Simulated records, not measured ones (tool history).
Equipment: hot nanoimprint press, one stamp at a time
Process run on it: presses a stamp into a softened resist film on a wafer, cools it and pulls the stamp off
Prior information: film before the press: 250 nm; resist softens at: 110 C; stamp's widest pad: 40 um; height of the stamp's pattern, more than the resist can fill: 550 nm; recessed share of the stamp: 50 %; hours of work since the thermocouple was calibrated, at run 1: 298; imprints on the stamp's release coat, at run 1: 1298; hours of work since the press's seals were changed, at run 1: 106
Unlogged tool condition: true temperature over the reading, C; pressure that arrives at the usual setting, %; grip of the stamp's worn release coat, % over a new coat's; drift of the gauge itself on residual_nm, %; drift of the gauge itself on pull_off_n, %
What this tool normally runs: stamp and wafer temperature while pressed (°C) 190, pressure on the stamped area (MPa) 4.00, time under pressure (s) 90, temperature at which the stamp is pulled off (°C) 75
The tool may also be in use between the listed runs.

| run | hour | stamp and wafer temperature while pressed (°C) | pressure on the stamped area (MPa) | time under pressure (s) | temperature at which the stamp is pulled off (°C) | hours of work since the thermocouple was calibrated | imprints on the stamp's release coat | hours of work since the press's seals were changed | resist left under the stamp's widest pad (nm) | greatest force while the stamp is pulled off (N) |
|---|---|---|---|---|---|---|---|---|---|---|
| 1 | 0.0 | 190 | 4.00 | 90 | 75 | 298 | 1298 | 106 | 89.8 | 106 |
| 2 | 39.0 | 190 | 4.00 | 90 | 75 | 327 | 1448 | 135 | 88.4 | 107 |
|  | 57.2 | plate thermocouple calibrated |
| 3 | 78.9 | 190 | 4.00 | 90 | 75 | 16 | 1590 | 163 | 89.7 | 107 |
| 4 | 115.0 | 190 | 4.00 | 90 | 75 | 44 | 1729 | 190 | 89.2 | 106 |
|  | 130.9 | stamp cleaned and given a new release coat |
| 5 | 142.6 | 190 | 4.00 | 90 | 75 | 60 | 45 | 207 | 90.2 | 103 |
| 6 | 163.9 | 190 | 4.00 | 90 | 75 | 76 | 127 | 223 | 88.2 | 108 |
| 7 | 184.9 | 192 | 4.00 | 90 | 77 | 92 | 208 | 238 | 83.1 | 101 |
| 8 | 210.8 | 192 | 4.00 | 90 | 77 | 111 | 308 | 258 | 83.4 | 102 |
| 9 | 233.8 | 182 | 2.47 | 54 | 65 | 128 | 396 | 275 | 166.7 | 128 |
| 10 | 254.3 | 187 | 4.28 | 90 | 76 | 144 | 475 | 291 | 98.8 | 103 |

Run 11, settings as shown, results not yet in. Your forecast:
| 11 | 272.8 | 187 | 4.28 | 90 | 76 | 158 | 546 | 305 | ? | ? |

resist left under the stamp's widest pad (nm): 96.6
greatest force while the stamp is pulled off (N): 102
If the tool had no hidden condition, the same run with the same run-to-run variation would have returned resist left under the stamp's widest pad (nm) 96.5, greatest force while the stamp is pulled off (N) 102.
